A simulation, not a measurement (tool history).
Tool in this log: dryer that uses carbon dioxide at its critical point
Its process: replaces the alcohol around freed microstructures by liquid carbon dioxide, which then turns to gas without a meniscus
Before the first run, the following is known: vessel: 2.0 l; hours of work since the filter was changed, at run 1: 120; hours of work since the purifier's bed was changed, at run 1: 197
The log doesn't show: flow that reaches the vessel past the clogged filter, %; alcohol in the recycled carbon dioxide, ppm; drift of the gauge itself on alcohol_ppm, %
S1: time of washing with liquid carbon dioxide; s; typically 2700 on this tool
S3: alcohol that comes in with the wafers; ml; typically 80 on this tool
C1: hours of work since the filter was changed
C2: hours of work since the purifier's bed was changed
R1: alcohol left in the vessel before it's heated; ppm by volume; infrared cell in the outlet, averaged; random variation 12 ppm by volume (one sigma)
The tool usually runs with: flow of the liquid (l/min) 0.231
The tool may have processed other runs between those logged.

run 1 hour=0 | S1=2700 flow_of_the_liquid_(l/min)=0.231 S3=80 | C1=120 C2=197 | R1=773
run 2 hour=22.1 | S1=2700 flow_of_the_liquid_(l/min)=0.231 S3=80 | C1=135 C2=211 | R1=821
run 3 hour=44.2 | S1=2700 flow_of_the_liquid_(l/min)=0.192 S3=80 | C1=149 C2=226 | R1=1620
run 4 hour=64.5 | S1=2700 flow_of_the_liquid_(l/min)=0.231 S3=80 | C1=162 C2=239 | R1=818
run 5 hour=83.8 | S1=2700 flow_of_the_liquid_(l/min)=0.231 S3=80 | C1=175 C2=252 | R1=817
run 6 hour=98.4 | S1=2700 flow_of_the_liquid_(l/min)=0.231 S3=80 | C1=185 C2=261 | R1=844
run 7 hour=120.3 | S1=2700 flow_of_the_liquid_(l/min)=0.231 S3=80 | C1=199 C2=276 | R1=824
run 8 hour=143.3 | S1=2700 flow_of_the_liquid_(l/min)=0.315 S3=80 | C1=214 C2=291 | R1=208
run 9 hour=164.5 | S1=2700 flow_of_the_liquid_(l/min)=0.315 S3=80 | C1=228 C2=305 | R1=221
run 10 hour=187.3 | S1=2700 flow_of_the_liquid_(l/min)=0.231 S3=80 | C1=243 C2=320 | R1=851
run 11 hour=211 | S1=2700 flow_of_the_liquid_(l/min)=0.231 S3=80 | C1=259 C2=335 | R1=856
run 12 hour=229.3 | S1=2700 flow_of_the_liquid_(l/min)=0.231 S3=80 | C1=271 C2=348 | R1=861
run 13 hour=255.2 | S1=2700 flow_of_the_liquid_(l/min)=0.231 S3=80 | C1=288 C2=365 | R1=885
run 14 hour=269.2 | S1=3960 flow_of_the_liquid_(l/min)=0.206 S3=30 | C1=297 C2=374 | R1=156
run 15 hour=289.6 | S1=2700 flow_of_the_liquid_(l/min)=0.203 S3=71 | C1=311 C2=387 | R1=1285
run 16 hour=300.7 | S1=1920 flow_of_the_liquid_(l/min)=0.203 S3=71 | C1=318 C2=394 | R1=3227
run 17 hour=320.7 | S1=2100 flow_of_the_liquid_(l/min)=0.164 S3=103 | C1=331 C2=408 | R1=6341
run 18 hour=344 | S1=2100 flow_of_the_liquid_(l/min)=0.16 S3=103 | C1=346 C2=423 | R1=6599
run 19 hour=359.9 | S1=2700 flow_of_the_liquid_(l/min)=0.32 S3=22 | C1=357 C2=433 | R1=106
run 20 hour=384.3 | S1=2700 flow_of_the_liquid_(l/min)=0.33 S3=80 | C1=373 C2=450 | R1=218
run 21 hour=398.1 | S1=2700 flow_of_the_liquid_(l/min)=0.153 S3=22 | C1=382 C2=459 | R1=973
run 22 hour=417.3 | S1=2700 flow_of_the_liquid_(l/min)=0.153 S3=22 | C1=395 C2=471 | R1=954
run 23 hour=438.8 | S1=1920 flow_of_the_liquid_(l/min)=0.253 S3=80 | C1=409 C2=485 | R1=2002
run 24 hour=462.1 | S1=1920 flow_of_the_liquid_(l/min)=0.253 S3=80 | C1=424 C2=501 | R1=2114
run 25 hour=482.1 | S1=2160 flow_of_the_liquid_(l/min)=0.178 S3=80 | C1=437 C2=514 | R1=4007

Branching from run 25: 4 alternative next runs. What would each branch give?
run A hour=503.7 | S1=2100 flow_of_the_liquid_(l/min)=0.231 S3=80 | C1=452 C2=528 | R1=?
run B hour=503.7 | S1=4140 flow_of_the_liquid_(l/min)=0.178 S3=56 | C1=452 C2=528 | R1=?
run C hour=503.7 | S1=2160 flow_of_the_liquid_(l/min)=0.178 S3=31 | C1=452 C2=528 | R1=?
run D hour=503.7 | S1=2160 flow_of_the_liquid_(l/min)=0.309 S3=68 | C1=452 C2=528 | R1=?

run=A R1=2117
run=B R1=411
run=C R1=1560
run=D R1=628
Without the tool's unlogged condition, the same runs would have read:
run=A R1=1697
run=B R1=260
run=C R1=1288
run=D R1=431

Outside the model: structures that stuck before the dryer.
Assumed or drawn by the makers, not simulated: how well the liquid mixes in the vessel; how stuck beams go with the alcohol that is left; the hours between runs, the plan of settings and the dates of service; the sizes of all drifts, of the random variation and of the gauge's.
